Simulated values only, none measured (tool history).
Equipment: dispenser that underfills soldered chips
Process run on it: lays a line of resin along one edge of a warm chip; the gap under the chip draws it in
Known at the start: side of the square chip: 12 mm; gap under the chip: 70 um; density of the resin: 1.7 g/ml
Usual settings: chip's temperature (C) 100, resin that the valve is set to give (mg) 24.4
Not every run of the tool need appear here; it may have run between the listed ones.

run  hour  chip's temperature (C)  resin that the valve is set to give (mg)  time until the resin shows at the far edge (s)  resin that the valve gave (mg)
  1     0                     100                                      24.4                                            88.9                           23.68
      4.8  -- new syringe of resin
  2   5.9                     100                                      24.4                                            75.1                           23.86
  3  11.1                     106                                      24.4                                            85.3                           23.78
     13.7  -- new syringe of resin
  4  17.1                     100                                      24.4                                            86.2                           23.56
  5  20.7                     100                                      24.4                                           105.4                           23.58
     22.5  -- new syringe of resin
  6  24.5                     111                                        28                                            54.2                           26.97
  7  28.9                      96                                      29.6                                           113.6                           28.58
     31.2  -- new syringe of resin
  8  32.9                     102                                      24.1                                            70.1                           23.33
  9  37.4                     102                                      24.1                                            95.8                            23.1
     40.2  -- new syringe of resin
 10  40.9                     115                                      23.8                                            46.1                           22.87

Branching from run 10: 4 alternative next runs. What would each branch give?
  A  44.4                     107                                      25.3                                               ?                               ?
  B  44.4                     115                                      21.6                                               ?                               ?
  C  44.4                      91                                      23.8                                               ?                               ?
  D  44.4                     100                                      31.5                                               ?                               ?

run  time until the resin shows at the far edge (s)  resin that the valve gave (mg)
  A                                            70.9                            24.3
  B                                            58.7                           20.58
  C                                           122.2                           22.72
  D                                            87.1                           30.02
Take away the tool's hidden state, keep each run's random variation, and the runs would have read:
run  time until the resin shows at the far edge (s)  resin that the valve gave (mg)
  A                                            57.1                           25.36
  B                                            46.8                           21.48
  C                                            98.6                           23.72
  D                                            70.6                           31.34
